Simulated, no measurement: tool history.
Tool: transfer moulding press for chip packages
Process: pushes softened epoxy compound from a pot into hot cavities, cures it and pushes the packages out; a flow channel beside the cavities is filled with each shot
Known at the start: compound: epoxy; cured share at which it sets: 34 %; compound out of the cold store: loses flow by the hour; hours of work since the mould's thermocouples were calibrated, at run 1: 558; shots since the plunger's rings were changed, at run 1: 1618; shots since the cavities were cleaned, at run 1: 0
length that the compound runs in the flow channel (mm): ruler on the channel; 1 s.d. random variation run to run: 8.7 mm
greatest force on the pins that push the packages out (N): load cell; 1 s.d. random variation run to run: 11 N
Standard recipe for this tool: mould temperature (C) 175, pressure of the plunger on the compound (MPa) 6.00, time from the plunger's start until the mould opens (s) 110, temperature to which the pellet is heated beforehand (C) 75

run	hour	mould temperature (C)	pressure of the plunger on the compound (MPa)	time from the plunger's start until the mould opens (s)	temperature to which the pellet is heated beforehand (C)	hours of work since the mould's thermocouples were calibrated	shots since the plunger's rings were changed	shots since the cavities were cleaned	incoming compound's hours out of the cold store	length that the compound runs in the flow channel (mm)	greatest force on the pins that push the packages out (N)
1	0.0	175	6.00	110	75	558	1618	0	9.2	992	519
2	55.4	175	6.00	110	75	585	2101	483	38.2	882	658
# hour 85.3: cavities cleaned with cleaning compound and waxed
3	99.9	175	6.00	110	75	607	2476	127	17.0	960	537
4	153.4	175	6.00	110	85	633	2942	593	15.6	952	686
# hour 168.3: cavities cleaned with cleaning compound and waxed
5	180.1	175	4.82	110	75	646	3162	103	38.9	771	555
6	231.0	175	4.82	110	70	671	3606	547	13.0	865	696
# hour 237.3: mould's thermocouples calibrated
# hour 251.1: cavities cleaned with cleaning compound and waxed
7	265.1	173	6.48	110	77	13	3873	123	21.7	964	584
# hour 313.9: plunger's sealing rings changed
8	319.8	180	7.29	110	75	39	51	577	39.4	1005	614
# hour 336.9: cavities cleaned with cleaning compound and waxed
# hour 343.5: mould's thermocouples calibrated, once more
9	365.7	180	6.00	96	75	11	421	234	45.7	892	582
10	414.1	180	6.00	96	75	35	843	656	14.6	991	741
# hour 419.8: cavities cleaned with cleaning compound and waxed
11	476.8	180	6.00	96	75	66	1376	497	11.2	994	689
# hour 501.8: cavities cleaned with cleaning compound and waxed
12	520.8	180	5.20	96	70	87	1746	165	23.9	880	582

For each entry between runs, how does the tool's hidden state at the last listed run before it compare with that at the first listed run after it?
Runs 2 to 3: cavities cleaned with cleaning compound and waxed (hour 85.3)
  true mould temperature over the reading, C: 1.05 -> 1.07; pressure that reaches the compound, % of what is set: 93.79 -> 92.68; grip of the stained cavities, % over clean ones': 33.6 -> 10.9
  measured less the result without the state, length that the compound runs in the flow channel (mm): -31 -> -40; greatest force on the pins that push the packages out (N): +148 -> +34
Runs 4 to 5: cavities cleaned with cleaning compound and waxed (hour 168.3)
  true mould temperature over the reading, C: 1.11 -> 1.12; pressure that reaches the compound, % of what is set: 91.29 -> 90.75; grip of the stained cavities, % over clean ones': 37.9 -> 12.2
  measured less the result without the state, length that the compound runs in the flow channel (mm): -47 -> -41; greatest force on the pins that push the packages out (N): +170 -> +43
Runs 6 to 7: mould's thermocouples calibrated (hour 237.3); cavities cleaned with cleaning compound and waxed (hour 251.1)
  true mould temperature over the reading, C: 1.16 -> 1.43; pressure that reaches the compound, % of what is set: 89.43 -> 88.58; grip of the stained cavities, % over clean ones': 38.3 -> 10.9
  measured less the result without the state, length that the compound runs in the flow channel (mm): -52 -> -64; greatest force on the pins that push the packages out (N): +171 -> +23
Runs 7 to 8: plunger's sealing rings changed (hour 313.9)
  true mould temperature over the reading, C: 1.43 -> 1.46; pressure that reaches the compound, % of what is set: 88.58 -> 99.51; grip of the stained cavities, % over clean ones': 10.9 -> 37.8
  measured less the result without the state, length that the compound runs in the flow channel (mm): -64 -> -6; greatest force on the pins that push the packages out (N): +23 -> +161
Runs 8 to 9: cavities cleaned with cleaning compound and waxed (hour 336.9); mould's thermocouples calibrated, once more (hour 343.5)
  true mould temperature over the reading, C: 1.46 -> -0.21; pressure that reaches the compound, % of what is set: 99.51 -> 98.52; grip of the stained cavities, % over clean ones': 37.8 -> 18.3
  measured less the result without the state, length that the compound runs in the flow channel (mm): -6 -> -6; greatest force on the pins that push the packages out (N): +161 -> +94
Runs 10 to 11: cavities cleaned with cleaning compound and waxed (hour 419.8)
  true mould temperature over the reading, C: -0.18 -> -0.14; pressure that reaches the compound, % of what is set: 97.27 -> 95.76; grip of the stained cavities, % over clean ones': 40.7 -> 34.6
  measured less the result without the state, length that the compound runs in the flow channel (mm): -13 -> -21; greatest force on the pins that push the packages out (N): +218 -> +180
Runs 11 to 12: cavities cleaned with cleaning compound and waxed (hour 501.8)
  true mould temperature over the reading, C: -0.14 -> -0.12; pressure that reaches the compound, % of what is set: 95.76 -> 94.77; grip of the stained cavities, % over clean ones': 34.6 -> 16.1
  measured less the result without the state, length that the compound runs in the flow channel (mm): -21 -> -24; greatest force on the pins that push the packages out (N): +180 -> +83
